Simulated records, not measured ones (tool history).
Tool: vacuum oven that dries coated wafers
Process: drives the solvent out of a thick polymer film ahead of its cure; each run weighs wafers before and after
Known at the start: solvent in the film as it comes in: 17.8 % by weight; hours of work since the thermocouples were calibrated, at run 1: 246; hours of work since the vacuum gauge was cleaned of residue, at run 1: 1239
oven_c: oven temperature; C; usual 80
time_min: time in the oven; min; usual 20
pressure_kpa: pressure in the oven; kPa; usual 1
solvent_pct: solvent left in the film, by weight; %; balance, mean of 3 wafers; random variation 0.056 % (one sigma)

run	day	oven_c	time_min	pressure_kpa	hours of work since the thermocouples were calibrated	hours of work since the vacuum gauge was cleaned of residue	solvent_pct
1	0	80	20	1	246	1239	3.18
2	1.688	80	20	1	275	1268	3.1
3	4.504	80	20	1	322	1315	3.1
4	5.879	80	20	2.49	345	1338	4.84
5	7.529	74	20	2.49	373	1366	7.2
6	10.246	80	20	1.7	419	1412	4
7	11.45	80	20	1.7	439	1432	4.04
8	13.717	80	12	1.7	478	1471	5.81
9	16.417	80	12	1.7	523	1516	5.74
10	18.592	80	12	1.7	560	1553	5.73
11	21.112	80	20	1	603	1596	3.29
12	23.167	80	20	1	637	1630	3.12
13	24.771	91	20	1	664	1657	1.38
14	27.262	91	28	1	707	1699	1.43
15	28.7	91	28	1	731	1724	1.37

Run 16 comes next. What will it give?
# day 30.354: oven's thermocouples calibrated
16	30.596	80	20	1	4	1754	?

{"run 16": {"solvent_pct": 3.47}}
Without the tool's hidden state the same run would have given solvent_pct 2.54 %.

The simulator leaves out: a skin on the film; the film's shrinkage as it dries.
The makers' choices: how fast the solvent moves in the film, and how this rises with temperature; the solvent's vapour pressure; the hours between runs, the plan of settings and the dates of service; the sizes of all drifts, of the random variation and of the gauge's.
